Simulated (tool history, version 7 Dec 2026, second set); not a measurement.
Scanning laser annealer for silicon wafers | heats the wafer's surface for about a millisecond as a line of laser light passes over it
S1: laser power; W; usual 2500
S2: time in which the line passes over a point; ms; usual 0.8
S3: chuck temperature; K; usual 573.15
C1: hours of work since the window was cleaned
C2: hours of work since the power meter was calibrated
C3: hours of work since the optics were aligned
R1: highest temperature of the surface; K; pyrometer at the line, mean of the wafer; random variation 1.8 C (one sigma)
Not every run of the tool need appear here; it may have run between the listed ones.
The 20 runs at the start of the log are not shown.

run,hour,S1,S2,S3,C1,C2,C3,R1
21,451.2,2500,0.802,533.15,194,523,23,1222.15
22,478.6,2500,0.802,533.15,205,534,34,1224.15
23,496.9,2325,0.802,533.15,213,542,42,1153.15
24,518,2325,0.802,533.15,222,550,50,1156.15
25,534.5,2325,0.802,533.15,228,557,57,1155.15
26,567.1,2325,0.802,533.15,242,571,71,1152.15
27,591.6,2530,0.986,570.15,252,581,81,1349.15
28,624.1,2530,0.986,570.15,266,594,94,1346.15
29,651.6,2551,0.821,573.15,277,606,106,1279.15
30,669.4,2551,0.821,573.15,284,613,113,1277.15
31,692.8,2551,0.821,573.15,294,623,123,1273.15
32,716.9,2681,0.572,536.15,304,633,133,1149.15
33,741.4,2681,0.572,536.15,314,643,143,1150.15
34,757.2,2436,0.722,573.15,321,650,149,1186.15
35,780.3,2436,0.722,573.15,330,659,159,1184.15
36,811.3,2500,0.821,573.15,343,672,172,1252.15

Run 37, settings as shown, results not yet in. Your forecast:
# hour 830.6: window over the wafer cleaned
37,840.5,2500,0.821,573.15,4,683,183,?

Run 37 came out at R1 1292.15 K.
If the tool had no hidden condition, the same run with the same run-to-run variation would have returned R1 1294.15 K.

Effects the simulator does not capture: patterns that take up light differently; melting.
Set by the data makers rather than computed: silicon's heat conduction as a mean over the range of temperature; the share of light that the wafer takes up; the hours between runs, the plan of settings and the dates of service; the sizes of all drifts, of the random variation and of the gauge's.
